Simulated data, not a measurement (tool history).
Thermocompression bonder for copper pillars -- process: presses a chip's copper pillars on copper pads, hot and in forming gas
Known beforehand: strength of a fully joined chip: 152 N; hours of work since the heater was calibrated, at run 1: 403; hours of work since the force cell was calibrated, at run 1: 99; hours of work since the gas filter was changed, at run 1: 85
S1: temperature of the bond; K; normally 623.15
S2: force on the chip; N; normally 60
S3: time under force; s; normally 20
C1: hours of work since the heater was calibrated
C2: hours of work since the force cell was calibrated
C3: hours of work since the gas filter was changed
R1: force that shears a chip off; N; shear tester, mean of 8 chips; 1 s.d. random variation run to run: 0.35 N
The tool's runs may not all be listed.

Run 1, hour 0.0: usual settings; C1 403; C2 99; C3 85. Result: R1 112.6 N.
Run 2, hour 23.1: usual settings; C1 414; C2 109; C3 96. Result: R1 112.6 N.
Run 3, hour 38.1: usual settings but S2 44 N; C1 421; C2 116; C3 103. Result: R1 90.8 N.
Run 4, hour 58.9: usual settings but S2 44 N; C1 430; C2 126; C3 113. Result: R1 91.2 N.
Run 5, hour 79.2: usual settings but S2 44 N; C1 440; C2 135; C3 122. Result: R1 91.1 N.
Run 6, hour 97.8: usual settings but S1 595.15 K; C1 448; C2 144; C3 131. Result: R1 87.6 N.
Run 7, hour 114.6: usual settings but S1 595.15 K; C1 456; C2 152; C3 138. Result: R1 87.8 N.
Run 8, hour 135.4: usual settings but S1 644.15 K, S2 84 N, S3 29 s; C1 466; C2 161; C3 148. Result: R1 146.3 N.
Run 9, hour 157.4: usual settings but S1 612.15 K, S2 84 N, S3 29 s; C1 476; C2 172; C3 158. Result: R1 133.0 N.
Run 10, hour 168.2: usual settings but S1 608.15 K, S3 27 s; C1 481; C2 177; C3 163. Result: R1 108.4 N.
Run 11, hour 182.9: usual settings but S1 644.15 K, S2 39 N, S3 27 s; C1 488; C2 183; C3 170. Result: R1 108.0 N.
Run 12, hour 198.3: usual settings but S1 644.15 K, S2 39 N, S3 27 s; C1 495; C2 191; C3 177. Result: R1 108.2 N.
Run 13, hour 217.5: usual settings but S2 37 N; C1 504; C2 199; C3 186. Result: R1 78.9 N.
Run 14, hour 233.4: usual settings but S2 37 N; C1 511; C2 207; C3 193. Result: R1 79.1 N.

Below are 5 alternative next runs, each starting from the tool's condition after run 14. Predict each:
Run A, hour 256.3: usual settings but S1 622.15 K, S3 31 s; C1 522; C2 217; C3 204. Result: R1 ?.
Run B, hour 256.3: usual settings but S3 26 s; C1 522; C2 217; C3 204. Result: R1 ?.
Run C, hour 256.3: usual settings but S1 637.15 K, S2 43 N; C1 522; C2 217; C3 204. Result: R1 ?.
Run D, hour 256.3: usual settings but S2 76 N, S3 21 s; C1 522; C2 217; C3 204. Result: R1 ?.
Run E, hour 256.3: usual settings but S3 14 s; C1 522; C2 217; C3 204. Result: R1 ?.

run     R1
  A  122.8
  B  119.8
  C  101.4
  D  128.2
  E  103.5
With the hidden condition removed and each run's random variation left untouched, the same runs would have given:
run     R1
  A  122.8
  B  119.7
  C  101.3
  D  128.1
  E  103.4

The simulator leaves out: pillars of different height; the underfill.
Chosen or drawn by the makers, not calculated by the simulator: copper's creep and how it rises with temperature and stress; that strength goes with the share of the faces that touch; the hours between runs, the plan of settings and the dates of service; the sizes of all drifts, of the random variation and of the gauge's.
